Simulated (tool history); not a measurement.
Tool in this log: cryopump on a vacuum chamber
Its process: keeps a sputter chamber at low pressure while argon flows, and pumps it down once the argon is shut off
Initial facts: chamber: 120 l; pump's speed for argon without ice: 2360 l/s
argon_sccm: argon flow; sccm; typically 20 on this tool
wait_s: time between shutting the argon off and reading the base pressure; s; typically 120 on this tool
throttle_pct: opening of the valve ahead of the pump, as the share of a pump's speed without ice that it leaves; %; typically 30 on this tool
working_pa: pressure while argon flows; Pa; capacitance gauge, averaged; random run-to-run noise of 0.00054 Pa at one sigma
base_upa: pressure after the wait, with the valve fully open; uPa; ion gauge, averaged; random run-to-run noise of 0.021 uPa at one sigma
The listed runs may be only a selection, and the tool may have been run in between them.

run 1 hour=0 | argon_sccm=20 wait_s=120 throttle_pct=30 | working_pa=0.0502 base_upa=1.65
run 2 hour=16 | argon_sccm=20 wait_s=120 throttle_pct=30 | working_pa=0.0515 base_upa=1.64
run 3 hour=37.8 | argon_sccm=20 wait_s=120 throttle_pct=30 | working_pa=0.051 base_upa=1.71
run 4 hour=50.3 | argon_sccm=23 wait_s=120 throttle_pct=30 | working_pa=0.0585 base_upa=1.65
run 5 hour=70.8 | argon_sccm=23 wait_s=120 throttle_pct=30 | working_pa=0.0592 base_upa=1.73
run 6 hour=83.1 | argon_sccm=23 wait_s=120 throttle_pct=30 | working_pa=0.0584 base_upa=1.7
run 7 hour=102.1 | argon_sccm=20 wait_s=120 throttle_pct=30 | working_pa=0.0518 base_upa=1.76
run 8 hour=124.8 | argon_sccm=20 wait_s=120 throttle_pct=15 | working_pa=0.0998 base_upa=1.77
run 9 hour=136.6 | argon_sccm=20 wait_s=120 throttle_pct=27 | working_pa=0.0573 base_upa=1.79
run 10 hour=158 | argon_sccm=20 wait_s=45 throttle_pct=30 | working_pa=0.0517 base_upa=2.27
run 11 hour=178.1 | argon_sccm=20 wait_s=122 throttle_pct=30 | working_pa=0.0513 base_upa=1.85
run 12 hour=193 | argon_sccm=20 wait_s=122 throttle_pct=30 | working_pa=0.0522 base_upa=1.87
run 13 hour=204.5 | argon_sccm=20 wait_s=122 throttle_pct=30 | working_pa=0.0522 base_upa=1.86
run 14 hour=225.7 | argon_sccm=20 wait_s=120 throttle_pct=53 | working_pa=0.0318 base_upa=1.96
run 15 hour=237.4 | argon_sccm=20 wait_s=120 throttle_pct=53 | working_pa=0.0316 base_upa=1.93
run 16 hour=258 | argon_sccm=20 wait_s=61 throttle_pct=30 | working_pa=0.0521 base_upa=2.18
run 17 hour=274.8 | argon_sccm=20 wait_s=61 throttle_pct=30 | working_pa=0.0534 base_upa=2.23
run 18 hour=286.9 | argon_sccm=12 wait_s=61 throttle_pct=16 | working_pa=0.0575 base_upa=2.27
run 19 hour=303.9 | argon_sccm=25 wait_s=49 throttle_pct=23 | working_pa=0.0835 base_upa=2.43
run 20 hour=325.3 | argon_sccm=25 wait_s=248 throttle_pct=30 | working_pa=0.0665 base_upa=1.81
run 21 hour=340.9 | argon_sccm=19 wait_s=62 throttle_pct=29 | working_pa=0.0529 base_upa=2.21
-- hour=358.1 pump warmed up, emptied and cooled again
run 22 hour=366.5 | argon_sccm=19 wait_s=62 throttle_pct=29 | working_pa=0.0481 base_upa=1.81
run 23 hour=391.2 | argon_sccm=19 wait_s=62 throttle_pct=29 | working_pa=0.0474 base_upa=1.86
run 24 hour=413.9 | argon_sccm=19 wait_s=56 throttle_pct=29 | working_pa=0.0472 base_upa=1.93
run 25 hour=427.6 | argon_sccm=20 wait_s=56 throttle_pct=32 | working_pa=0.0453 base_upa=1.99
run 26 hour=448.5 | argon_sccm=9 wait_s=120 throttle_pct=30 | working_pa=0.0216 base_upa=1.54
run 27 hour=466.5 | argon_sccm=9 wait_s=120 throttle_pct=30 | working_pa=0.0214 base_upa=1.62
run 28 hour=487 | argon_sccm=11 wait_s=72 throttle_pct=30 | working_pa=0.0261 base_upa=1.86
run 29 hour=505.6 | argon_sccm=17 wait_s=158 throttle_pct=28 | working_pa=0.0439 base_upa=1.55
run 30 hour=520.9 | argon_sccm=20 wait_s=21 throttle_pct=40 | working_pa=0.0366 base_upa=3.1
run 31 hour=539 | argon_sccm=34 wait_s=23 throttle_pct=58 | working_pa=0.0436 base_upa=2.9
run 32 hour=560.6 | argon_sccm=33 wait_s=71 throttle_pct=43 | working_pa=0.0563 base_upa=1.92
run 33 hour=580 | argon_sccm=33 wait_s=51 throttle_pct=54 | working_pa=0.045 base_upa=2.11
run 34 hour=597.8 | argon_sccm=18 wait_s=82 throttle_pct=48 | working_pa=0.0284 base_upa=1.81

How would selected steps in working_pa from run to run divide? Give the signed amount a tool lacking its hidden state would still show from settings, what came in and random variation, and the signed amount left for the hidden state, including any gauge scatter that is not in both of the compared results.
Hidden conditions of the tool in this case: pump's speed, % of a pump's without ice; cold plate's temperature, K; leak into the chamber, uPa l/s; drift of the gauge itself on working_pa, %; drift of the gauge itself on base_upa, %.
Run 7 -> 8: throttle_pct 30 -> 15. working_pa +0.048 Pa: hidden state +0.0002, all else +0.0478.
Run 8 -> 9: throttle_pct 15 -> 27. working_pa -0.0425 Pa: hidden state +0.0001, all else -0.0426.
Run 17 -> 18: argon_sccm 20 -> 12, throttle_pct 30 -> 16. working_pa +0.0041 Pa: hidden state -0.002, all else +0.0061.
Run 18 -> 19: argon_sccm 12 -> 25, wait_s 61 -> 49, throttle_pct 16 -> 23. working_pa +0.026 Pa: hidden state +0.0036, all else +0.0224.
Run 21 -> 22: pump warmed up, emptied and cooled again. working_pa -0.0048 Pa: hidden state -0.0053, all else +0.0005.
